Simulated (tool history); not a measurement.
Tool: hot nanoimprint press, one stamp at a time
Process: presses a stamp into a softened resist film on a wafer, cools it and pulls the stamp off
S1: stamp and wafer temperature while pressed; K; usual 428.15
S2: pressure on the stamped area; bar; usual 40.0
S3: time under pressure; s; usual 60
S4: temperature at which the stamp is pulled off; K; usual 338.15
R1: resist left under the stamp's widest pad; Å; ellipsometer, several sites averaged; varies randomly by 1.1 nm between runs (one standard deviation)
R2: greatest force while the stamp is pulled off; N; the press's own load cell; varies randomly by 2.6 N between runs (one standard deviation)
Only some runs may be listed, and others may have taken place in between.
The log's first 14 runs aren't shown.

| run | hour | S1 | S2 | S3 | S4 | R1 | R2 |
|---|---|---|---|---|---|---|---|
| 15 | 117.5 | 428.15 | 40.0 | 60 | 338.15 | 2068 | 163 |
| 16 | 123.1 | 430.15 | 40.0 | 32 | 325.15 | 2321 | 202 |
| 17 | 128.3 | 428.15 | 32.9 | 34 | 338.15 | 2803 | 164 |
| 18 | 138.4 | 428.15 | 32.9 | 34 | 338.15 | 2782 | 163 |
| 19 | 148.8 | 428.15 | 52.7 | 34 | 342.15 | 2186 | 156 |
| 20 | 159.3 | 428.15 | 40.0 | 37 | 338.15 | 2437 | 166 |
| 21 | 170.4 | 428.15 | 33.1 | 60 | 338.15 | 2343 | 167 |
| 22 | 178.7 | 428.15 | 40.0 | 80 | 338.15 | 1889 | 168 |
| 23 | 189.1 | 416.15 | 26.8 | 80 | 338.15 | 4043 | 169 |
| 24 | 198.1 | 416.15 | 26.8 | 80 | 338.15 | 4048 | 171 |
| 25 | 208.5 | 416.15 | 26.8 | 80 | 338.15 | 4027 | 174 |
| 26 | 217.5 | 427.15 | 26.8 | 80 | 338.15 | 2507 | 172 |
| 27 | 225.4 | 426.15 | 48.5 | 80 | 345.15 | 1942 | 146 |
| 28 | 233.4 | 432.15 | 48.5 | 78 | 345.15 | 1374 | 148 |
| 29 | 240.1 | 432.15 | 48.5 | 78 | 345.15 | 1381 | 156 |
| 30 | 247.0 | 432.15 | 48.5 | 78 | 345.15 | 1375 | 162 |

Alternative continuations, all from the tool just after run 30; predict every row:
| A | 254.5 | 432.15 | 48.5 | 85 | 345.15 | ? | ? |
| B | 254.5 | 428.15 | 40.0 | 60 | 329.15 | ? | ? |
| C | 254.5 | 428.15 | 40.0 | 60 | 337.15 | ? | ? |

| run | R1 | R2 |
|---|---|---|
| A | 1344 | 154 |
| B | 2106 | 212 |
| C | 2133 | 175 |
What these runs would have given with no unlogged condition in the tool:
| run | R1 | R2 |
|---|---|---|
| A | 1285 | 101 |
| B | 2022 | 140 |
| C | 2048 | 116 |

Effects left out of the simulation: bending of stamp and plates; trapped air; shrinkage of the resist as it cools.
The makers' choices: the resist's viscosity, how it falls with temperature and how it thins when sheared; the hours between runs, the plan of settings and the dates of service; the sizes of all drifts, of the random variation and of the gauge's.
